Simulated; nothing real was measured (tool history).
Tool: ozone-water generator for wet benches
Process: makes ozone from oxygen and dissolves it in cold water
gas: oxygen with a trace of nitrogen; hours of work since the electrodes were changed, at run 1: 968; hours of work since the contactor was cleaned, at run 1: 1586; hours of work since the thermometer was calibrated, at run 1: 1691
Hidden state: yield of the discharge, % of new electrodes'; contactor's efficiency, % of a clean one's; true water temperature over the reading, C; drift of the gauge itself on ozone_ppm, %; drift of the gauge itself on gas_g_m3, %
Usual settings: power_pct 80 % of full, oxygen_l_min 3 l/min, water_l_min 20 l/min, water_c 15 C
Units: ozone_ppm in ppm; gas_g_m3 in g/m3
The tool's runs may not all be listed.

run	hour	power_pct	oxygen_l_min	water_l_min	water_c	hours of work since the electrodes were changed	hours of work since the contactor was cleaned	hours of work since the thermometer was calibrated	ozone_ppm	gas_g_m3
1	0	80	3	20	15	968	1586	1691	19.1	224.8
2	32.1	80	3	20	15	992	1609	1715	19.5	224.9
3	60.9	80	3	20	15	1013	1630	1736	19.4	223.3
4	103	80	3	20	15	1044	1661	1767	19.6	224.5
5	132.5	80	3	20	15	1065	1683	1788	19.1	222.9
6	189.2	80	3	20	15	1107	1724	1830	19.3	222.7
7	245	80	3	20	15	1147	1765	1870	19.2	222
8	297.4	80	3	20	15	1186	1803	1909	19.3	224
9	325	80	3	20	15	1206	1823	1929	19.3	224.3
10	380.9	80	3	20	15	1247	1864	1970	19.1	223.8

The next listed run, before its measurement:
11	436.3	80	3	20	15	1287	1905	2010	?	?

Run 11 gave ozone_ppm 19.2 ppm, gas_g_m3 222.3 g/m3.
Without the tool's hidden state the same run would have given ozone_ppm 20 ppm, gas_g_m3 224.5 g/m3.
